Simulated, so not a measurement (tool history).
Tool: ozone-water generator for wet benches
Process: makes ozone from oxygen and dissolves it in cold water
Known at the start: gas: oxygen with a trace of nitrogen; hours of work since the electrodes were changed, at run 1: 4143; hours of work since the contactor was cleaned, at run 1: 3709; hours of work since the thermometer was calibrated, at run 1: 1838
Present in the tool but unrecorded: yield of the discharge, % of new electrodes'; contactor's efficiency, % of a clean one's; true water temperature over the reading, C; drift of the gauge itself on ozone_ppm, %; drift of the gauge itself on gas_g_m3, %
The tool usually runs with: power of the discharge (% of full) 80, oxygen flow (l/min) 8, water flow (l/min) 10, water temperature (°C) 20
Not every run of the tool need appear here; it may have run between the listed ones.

| run | hour | power of the discharge (% of full) | oxygen flow (l/min) | water flow (l/min) | water temperature (°C) | hours of work since the electrodes were changed | hours of work since the contactor was cleaned | hours of work since the thermometer was calibrated | dissolved ozone (ppm) | ozone in the gas ahead of the water (g/m3) |
|---|---|---|---|---|---|---|---|---|---|---|
| 1 | 0 | 80 | 8 | 10 | 20 | 4143 | 3709 | 1838 | 31.4 | 259.8 |
| 2 | 90.5 | 80 | 8 | 12 | 20 | 4202 | 3769 | 1897 | 28.4 | 260.1 |
| 3 | 226.7 | 80 | 8 | 12 | 20 | 4292 | 3858 | 1987 | 28.2 | 260.7 |
| 4 | 347.8 | 80 | 8 | 12 | 20 | 4371 | 3938 | 2066 | 27.7 | 259.4 |
| 5 | 457.9 | 80 | 8 | 12 | 20 | 4443 | 4010 | 2139 | 28 | 258.6 |
|  | 489 | contactor cleaned |
| 6 | 657.5 | 80 | 8 | 12 | 20 | 4572 | 111 | 2267 | 30.6 | 257.9 |
| 7 | 815.2 | 80 | 9.32 | 10 | 20 | 4676 | 214 | 2371 | 32.2 | 235.6 |
| 8 | 1009.7 | 80 | 9.32 | 9 | 20 | 4804 | 342 | 2499 | 33.5 | 236.1 |
|  | 1041.2 | water thermometer calibrated |
| 9 | 1195.5 | 80 | 8 | 10 | 13 | 4925 | 464 | 101 | 38.6 | 252.5 |
| 10 | 1315.5 | 80 | 8 | 10 | 13 | 5004 | 543 | 180 | 39.3 | 250.8 |
| 11 | 1457.7 | 80 | 8 | 10 | 20 | 5098 | 636 | 274 | 32.8 | 250.8 |
| 12 | 1614.4 | 80 | 8 | 10 | 20 | 5201 | 739 | 377 | 32.7 | 249.3 |
| 13 | 1776.5 | 80 | 8 | 10 | 20 | 5307 | 846 | 483 | 32.6 | 247.5 |
| 14 | 1915.4 | 80 | 8 | 13 | 20 | 5399 | 937 | 575 | 27.9 | 248.4 |
| 15 | 2122.1 | 80 | 5.86 | 13 | 14 | 5534 | 1073 | 710 | 31.8 | 289.9 |
| 16 | 2328.7 | 76 | 8 | 7 | 20 | 5670 | 1209 | 846 | 36.6 | 237.9 |
| 17 | 2444.9 | 76 | 8 | 7 | 20 | 5747 | 1285 | 923 | 36.3 | 235.7 |
| 18 | 2603.7 | 43 | 5.35 | 10 | 20 | 5851 | 1390 | 1027 | 22 | 193.1 |
| 19 | 2757.5 | 43 | 11.07 | 12 | 20 | 5952 | 1491 | 1128 | 17 | 134.6 |
| 20 | 2938.8 | 43 | 11.07 | 12 | 20 | 6071 | 1610 | 1247 | 17 | 133.9 |
| 21 | 3132.3 | 43 | 11.07 | 12 | 20 | 6198 | 1737 | 1374 | 17 | 133.5 |
| 22 | 3308.9 | 96 | 8 | 9 | 20 | 6315 | 1853 | 1491 | 36.6 | 269.5 |
| 23 | 3467.4 | 59 | 4.45 | 11 | 13 | 6419 | 1957 | 1595 | 28.6 | 260.7 |
| 24 | 3637.6 | 59 | 4.45 | 11 | 13 | 6531 | 2069 | 1707 | 28.2 | 258.9 |
| 25 | 3725.9 | 51 | 8 | 8 | 20 | 6589 | 2127 | 1765 | 24.7 | 175.5 |
| 26 | 3892.1 | 51 | 8 | 8 | 20 | 6698 | 2237 | 1874 | 24.6 | 174.1 |

What if the next run were any one of these 3? Each begins from the tool's condition after run 26:
| A | 4031.9 | 56 | 8 | 8 | 20 | 6790 | 2328 | 1966 | ? | ? |
| B | 4031.9 | 51 | 8 | 8 | 21 | 6790 | 2328 | 1966 | ? | ? |
| C | 4031.9 | 40 | 8 | 15 | 13 | 6790 | 2328 | 1966 | ? | ? |

| run | dissolved ozone (ppm) | ozone in the gas ahead of the water (g/m3) |
|---|---|---|
| A | 26 | 183.7 |
| B | 23.8 | 173.6 |
| C | 16.7 | 147.6 |
Had the tool no hidden state, the same runs would have come out as:
| run | dissolved ozone (ppm) | ozone in the gas ahead of the water (g/m3) |
|---|---|---|
| A | 33.4 | 223.1 |
| B | 30.1 | 207.4 |
| C | 20.4 | 169 |
